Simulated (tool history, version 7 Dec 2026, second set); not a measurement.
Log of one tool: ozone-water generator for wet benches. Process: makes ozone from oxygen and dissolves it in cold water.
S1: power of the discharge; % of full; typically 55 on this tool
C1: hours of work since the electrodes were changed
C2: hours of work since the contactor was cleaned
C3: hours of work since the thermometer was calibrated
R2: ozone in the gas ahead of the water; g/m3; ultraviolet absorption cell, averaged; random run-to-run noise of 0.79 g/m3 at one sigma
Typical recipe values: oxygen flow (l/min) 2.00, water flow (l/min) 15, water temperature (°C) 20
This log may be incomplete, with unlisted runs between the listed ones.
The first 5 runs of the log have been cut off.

{"run": 6, "hour": 614.6, "S1": 55, "oxygen flow (l/min)": 2.0, "water flow (l/min)": 15, "water temperature (°C)": 14, "C1": 1921, "C2": 108, "C3": 860, "dissolved ozone (ppm)": 6.5, "R2": 112.1}
{"run": 7, "hour": 756.9, "S1": 55, "oxygen flow (l/min)": 2.0, "water flow (l/min)": 15, "water temperature (°C)": 14, "C1": 2039, "C2": 226, "C3": 978, "dissolved ozone (ppm)": 6.4, "R2": 112.7}
{"run": 8, "hour": 902.1, "S1": 55, "oxygen flow (l/min)": 2.0, "water flow (l/min)": 15, "water temperature (°C)": 20, "C1": 2159, "C2": 346, "C3": 1098, "dissolved ozone (ppm)": 5.9, "R2": 109.9}
{"run": 9, "hour": 978.6, "S1": 55, "oxygen flow (l/min)": 2.0, "water flow (l/min)": 15, "water temperature (°C)": 20, "C1": 2222, "C2": 409, "C3": 1161, "dissolved ozone (ppm)": 5.9, "R2": 110.7}
{"run": 10, "hour": 1093.2, "S1": 55, "oxygen flow (l/min)": 2.0, "water flow (l/min)": 15, "water temperature (°C)": 20, "C1": 2317, "C2": 504, "C3": 1256, "dissolved ozone (ppm)": 6.1, "R2": 111.1}
{"run": 11, "hour": 1170.3, "S1": 41, "oxygen flow (l/min)": 2.0, "water flow (l/min)": 15, "water temperature (°C)": 20, "C1": 2381, "C2": 568, "C3": 1320, "dissolved ozone (ppm)": 4.8, "R2": 88.5}
{"run": 12, "hour": 1304.9, "S1": 55, "oxygen flow (l/min)": 2.0, "water flow (l/min)": 15, "water temperature (°C)": 20, "C1": 2492, "C2": 679, "C3": 1431, "dissolved ozone (ppm)": 5.9, "R2": 108.9}
{"run": 13, "hour": 1428.2, "S1": 55, "oxygen flow (l/min)": 2.0, "water flow (l/min)": 15, "water temperature (°C)": 20, "C1": 2594, "C2": 781, "C3": 1533, "dissolved ozone (ppm)": 5.9, "R2": 107.9}
{"run": 14, "hour": 1498.3, "S1": 55, "oxygen flow (l/min)": 2.0, "water flow (l/min)": 15, "water temperature (°C)": 20, "C1": 2652, "C2": 839, "C3": 1591, "dissolved ozone (ppm)": 6.0, "R2": 107.8}
{"run": 15, "hour": 1628.9, "S1": 55, "oxygen flow (l/min)": 2.0, "water flow (l/min)": 15, "water temperature (°C)": 20, "C1": 2760, "C2": 947, "C3": 1699, "dissolved ozone (ppm)": 5.9, "R2": 106.9}
{"run": 16, "hour": 1701.0, "S1": 55, "oxygen flow (l/min)": 2.0, "water flow (l/min)": 15, "water temperature (°C)": 20, "C1": 2820, "C2": 1007, "C3": 1759, "dissolved ozone (ppm)": 5.8, "R2": 107.8}
{"run": 17, "hour": 1786.6, "S1": 55, "oxygen flow (l/min)": 2.0, "water flow (l/min)": 15, "water temperature (°C)": 20, "C1": 2891, "C2": 1078, "C3": 1830, "dissolved ozone (ppm)": 5.8, "R2": 106.1}
{"run": 18, "hour": 1899.2, "S1": 44, "oxygen flow (l/min)": 2.48, "water flow (l/min)": 15, "water temperature (°C)": 13, "C1": 2984, "C2": 1171, "C3": 1923, "dissolved ozone (ppm)": 5.6, "R2": 82.6}
{"run": 19, "hour": 1980.8, "S1": 70, "oxygen flow (l/min)": 2.0, "water flow (l/min)": 12, "water temperature (°C)": 20, "C1": 3052, "C2": 1238, "C3": 1990, "dissolved ozone (ppm)": 8.6, "R2": 125.9}
{"run": 20, "hour": 2072.6, "S1": 70, "oxygen flow (l/min)": 2.0, "water flow (l/min)": 12, "water temperature (°C)": 20, "C1": 3128, "C2": 1314, "C3": 2066, "dissolved ozone (ppm)": 8.6, "R2": 124.9}
{"run": 21, "hour": 2145.0, "S1": 70, "oxygen flow (l/min)": 2.0, "water flow (l/min)": 16, "water temperature (°C)": 17, "C1": 3188, "C2": 1374, "C3": 2126, "dissolved ozone (ppm)": 6.5, "R2": 124.5}
{"run": 22, "hour": 2239.7, "S1": 65, "oxygen flow (l/min)": 3.19, "water flow (l/min)": 15, "water temperature (°C)": 19, "C1": 3266, "C2": 1453, "C3": 2205, "dissolved ozone (ppm)": 6.9, "R2": 96.9}
{"run": 23, "hour": 2307.7, "S1": 65, "oxygen flow (l/min)": 3.19, "water flow (l/min)": 15, "water temperature (°C)": 19, "C1": 3322, "C2": 1509, "C3": 2261, "dissolved ozone (ppm)": 6.9, "R2": 97.6}
{"run": 24, "hour": 2459.8, "S1": 88, "oxygen flow (l/min)": 2.0, "water flow (l/min)": 15, "water temperature (°C)": 23, "C1": 3448, "C2": 1635, "C3": 2387, "dissolved ozone (ppm)": 7.3, "R2": 143.6}
{"run": 25, "hour": 2617.5, "S1": 89, "oxygen flow (l/min)": 2.0, "water flow (l/min)": 10, "water temperature (°C)": 17, "C1": 3579, "C2": 1765, "C3": 2517, "dissolved ozone (ppm)": 12.2, "R2": 145.5}
{"run": 26, "hour": 2752.2, "S1": 55, "oxygen flow (l/min)": 2.0, "water flow (l/min)": 14, "water temperature (°C)": 13, "C1": 3690, "C2": 1877, "C3": 2629, "dissolved ozone (ppm)": 6.2, "R2": 102.3}
{"run": 27, "hour": 2872.2, "S1": 55, "oxygen flow (l/min)": 1.59, "water flow (l/min)": 15, "water temperature (°C)": 26, "C1": 3789, "C2": 1976, "C3": 2728, "dissolved ozone (ppm)": 4.8, "R2": 112.1}
{"run": 28, "hour": 2952.1, "S1": 61, "oxygen flow (l/min)": 1.49, "water flow (l/min)": 15, "water temperature (°C)": 26, "C1": 3855, "C2": 2042, "C3": 2794, "dissolved ozone (ppm)": 4.9, "R2": 121.7}
{"run": 29, "hour": 3028.3, "S1": 55, "oxygen flow (l/min)": 2.0, "water flow (l/min)": 10, "water temperature (°C)": 26, "C1": 3919, "C2": 2105, "C3": 2857, "dissolved ozone (ppm)": 7.5, "R2": 101.1}

Expected results for the next run?
{"run": 30, "hour": 3158.5, "S1": 53, "oxygen flow (l/min)": 2.0, "water flow (l/min)": 15, "water temperature (°C)": 20, "C1": 4026, "C2": 2213, "C3": 2965, "dissolved ozone (ppm)": "?", "R2": "?"}

dissolved ozone (ppm): 5.0
R2: 96.0 g/m3
Were there no unlogged condition in the tool, this run, its random variation unchanged, would have produced dissolved ozone (ppm) 6.6, R2 115.7 g/m3.
